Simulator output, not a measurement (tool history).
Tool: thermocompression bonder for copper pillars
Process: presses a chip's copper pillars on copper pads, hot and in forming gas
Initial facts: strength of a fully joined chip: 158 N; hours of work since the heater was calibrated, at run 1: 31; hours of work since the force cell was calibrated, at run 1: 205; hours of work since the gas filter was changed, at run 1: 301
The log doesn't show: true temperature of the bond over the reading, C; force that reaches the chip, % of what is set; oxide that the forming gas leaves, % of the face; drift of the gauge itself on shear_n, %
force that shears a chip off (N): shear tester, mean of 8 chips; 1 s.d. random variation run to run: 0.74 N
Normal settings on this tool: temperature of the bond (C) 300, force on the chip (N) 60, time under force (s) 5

| run | hour | temperature of the bond (C) | force on the chip (N) | time under force (s) | hours of work since the heater was calibrated | hours of work since the force cell was calibrated | hours of work since the gas filter was changed | force that shears a chip off (N) |
|---|---|---|---|---|---|---|---|---|
| 1 | 0 | 300 | 60 | 5 | 31 | 205 | 301 | 110 |
| 2 | 23.1 | 300 | 60 | 5 | 48 | 222 | 318 | 110.3 |
| 3 | 43.8 | 300 | 60 | 5 | 63 | 237 | 333 | 109.3 |
| 4 | 58.5 | 300 | 60 | 5 | 74 | 248 | 344 | 109.1 |
| 5 | 82.2 | 300 | 60 | 5 | 92 | 266 | 362 | 107.2 |
| 6 | 103.3 | 300 | 60 | 5 | 107 | 281 | 377 | 109.1 |
| 7 | 116.4 | 300 | 60 | 5 | 117 | 291 | 387 | 107.8 |
| 8 | 127.6 | 300 | 60 | 5 | 125 | 299 | 396 | 106.8 |
| 9 | 143.4 | 274 | 60 | 5 | 137 | 311 | 407 | 80.4 |
| 10 | 161.9 | 274 | 60 | 5 | 151 | 325 | 421 | 80.4 |
| 11 | 174.3 | 274 | 60 | 5 | 160 | 334 | 430 | 80.2 |
| 12 | 195 | 274 | 60 | 5 | 176 | 349 | 446 | 80.5 |
|  | 213.5 | forming gas filter changed |
| 13 | 217.7 | 300 | 86 | 5 | 192 | 366 | 3 | 138.7 |
|  | 221.1 | heater calibrated with a thermocouple chip |
| 14 | 232.4 | 280 | 73 | 14 | 8 | 375 | 13 | 136.5 |
| 15 | 242.9 | 300 | 60 | 5 | 16 | 383 | 20 | 119.7 |
| 16 | 264.2 | 310 | 37 | 5 | 32 | 399 | 36 | 98.8 |
|  | 276.1 | heater calibrated with a thermocouple chip, once more |
| 17 | 281.6 | 282 | 53 | 5 | 4 | 410 | 48 | 86 |
| 18 | 304.4 | 312 | 60 | 5 | 21 | 427 | 64 | 127.2 |
| 19 | 321.6 | 292 | 84 | 5 | 34 | 440 | 77 | 125.5 |
| 20 | 341.7 | 292 | 84 | 5 | 49 | 455 | 92 | 124.6 |
| 21 | 355.8 | 329 | 84 | 3 | 59 | 466 | 103 | 142.1 |
| 22 | 379.5 | 329 | 84 | 3 | 77 | 483 | 120 | 142 |
| 23 | 397.4 | 329 | 84 | 3 | 90 | 496 | 134 | 141.3 |
| 24 | 418 | 273 | 84 | 8 | 105 | 512 | 149 | 118 |
| 25 | 439.7 | 294 | 39 | 5 | 121 | 528 | 165 | 79.7 |

4 ways to go on from here, each from the tool as it stands after run 25. What would each give?
| A | 457.1 | 294 | 41 | 5 | 134 | 541 | 178 | ? |
| B | 457.1 | 300 | 60 | 7 | 134 | 541 | 178 | ? |
| C | 457.1 | 297 | 42 | 5 | 134 | 541 | 178 | ? |
| D | 457.1 | 275 | 83 | 9 | 134 | 541 | 178 | ? |

| run | force that shears a chip off (N) |
|---|---|
| A | 83.3 |
| B | 122.3 |
| C | 86.3 |
| D | 122.5 |
Had the tool no hidden state, the same runs would have come out as:
| run | force that shears a chip off (N) |
|---|---|
| A | 86.5 |
| B | 127.2 |
| C | 89.7 |
| D | 127.2 |
